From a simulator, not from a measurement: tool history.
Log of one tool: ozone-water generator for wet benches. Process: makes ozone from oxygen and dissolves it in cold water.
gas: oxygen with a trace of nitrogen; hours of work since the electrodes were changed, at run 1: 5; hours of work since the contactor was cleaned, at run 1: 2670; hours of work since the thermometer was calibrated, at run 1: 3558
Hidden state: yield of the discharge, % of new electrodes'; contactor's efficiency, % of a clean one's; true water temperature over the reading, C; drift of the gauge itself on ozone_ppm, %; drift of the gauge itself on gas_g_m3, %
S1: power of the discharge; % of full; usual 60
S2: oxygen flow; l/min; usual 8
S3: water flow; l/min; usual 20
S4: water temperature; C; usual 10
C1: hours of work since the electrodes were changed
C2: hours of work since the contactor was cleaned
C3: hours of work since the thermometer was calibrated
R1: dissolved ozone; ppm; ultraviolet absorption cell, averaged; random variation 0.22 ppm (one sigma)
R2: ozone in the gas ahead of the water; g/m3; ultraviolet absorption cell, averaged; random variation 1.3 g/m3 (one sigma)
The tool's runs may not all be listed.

run    hour  S1     S2  S3  S4    C1    C2    C3    R1     R2
  1       0  60      8  20  10     5  2670  3558  32.9  243.8
  2    99.9  60      8  20  10    70  2735  3623    33  245.1
  3   193.3  60      8  20  10   131  2796  3684  33.4    246
  4   289.6  60      8  20  10   193  2859  3747  32.9  243.8
  5   396.7  60      8  20  10   263  2929  3817  33.2  244.3
  6   532.7  60      8  20  10   352  3017  3906  33.2  245.7
  7   644.3  82      8  20  10   425  3090  3979  42.6  315.5
  8   734.3  82      8  20  10   484  3149  4037  42.3  314.7
  9   810.1  82      8  20  10   533  3198  4087  42.6  317.9
 10   927.1  60      8  20  10   609  3275  4163  32.9  246.8
 11  1016.5  61      8  20  10   668  3333  4221  33.2    249
 12  1133.5  60      8  20  10   744  3409  4298  32.8  247.8
 13  1200.7  60      8  20  10   788  3453  4342    33  246.3
 14  1262.6  60      8  20  10   828  3493  4382  32.9  245.2
 15  1324.2  60      8  20  10   868  3534  4422  32.7  246.5
     1407.2  -- water thermometer calibrated
 16  1463.5  60   4.75  20  10   959  3624    37  31.3  315.3
 17  1540.2  99   8.56  20  10  1009  3674    87    50  359.8
 18  1604.5  99   8.56  25  11  1051  3716   129  41.1  354.3
 19  1732.7  58   6.43  20   9  1135  3800   212  32.5  268.7
 20  1799.1  92      8  29  10  1178  3843   256  34.4  350.3
 21  1923.6  74      8  29  10  1259  3924   337  28.9  294.8
 22  2052.9  74      8  29  10  1343  4009   421  28.9  295.3
 23  2180.7  93  10.21  20  10  1427  4092   505  46.9    315
 24  2292.5  93   6.51  13  10  1500  4165   578  63.7  391.4
 25  2429.4  84  11.04  15  10  1589  4254   667  52.3    281
 26  2502.2  69      8  20  10  1637  4302   714    37  276.4
 27    2615  73      8  20  10  1710  4375   788  38.9  291.2
 28  2741.4  73   8.63  30  10  1793  4458   870  27.6  282.6
 29  2884.4  60      8  22  10  1886  4551   964  30.5  247.6
 30  3022.9  87      8  29  10  1976  4642  1054  32.6  336.1
 31  3087.7  56      8  14   8  2018  4684  1096    42  236.7
 32  3222.2  70   8.21  14   6  2106  4772  1184  51.8  280.8

5 ways to go on from here, each from the tool as it stands after run 32. What would each give?
  A  3328  70  8.21  14   9  2175  4841  1253   ?   ?
  B  3328  43  8.21  14   7  2175  4841  1253   ?   ?
  C  3328  76  8.21  17   6  2175  4841  1253   ?   ?
  D  3328  71  8.21  14   6  2175  4841  1253   ?   ?
  E  3328  98     8  20  10  2175  4841  1253   ?   ?

run    R1     R2
  A  49.4  277.3
  B  34.3  187.6
  C  47.5  300.6
  D  52.2  285.9
  E  49.2  372.1
Without the tool's hidden state the same runs would have given:
run    R1     R2
  A  49.4  271.3
  B  34.3  183.5
  C  47.5  294.1
  D  52.2  279.7
  E  49.3  364.2
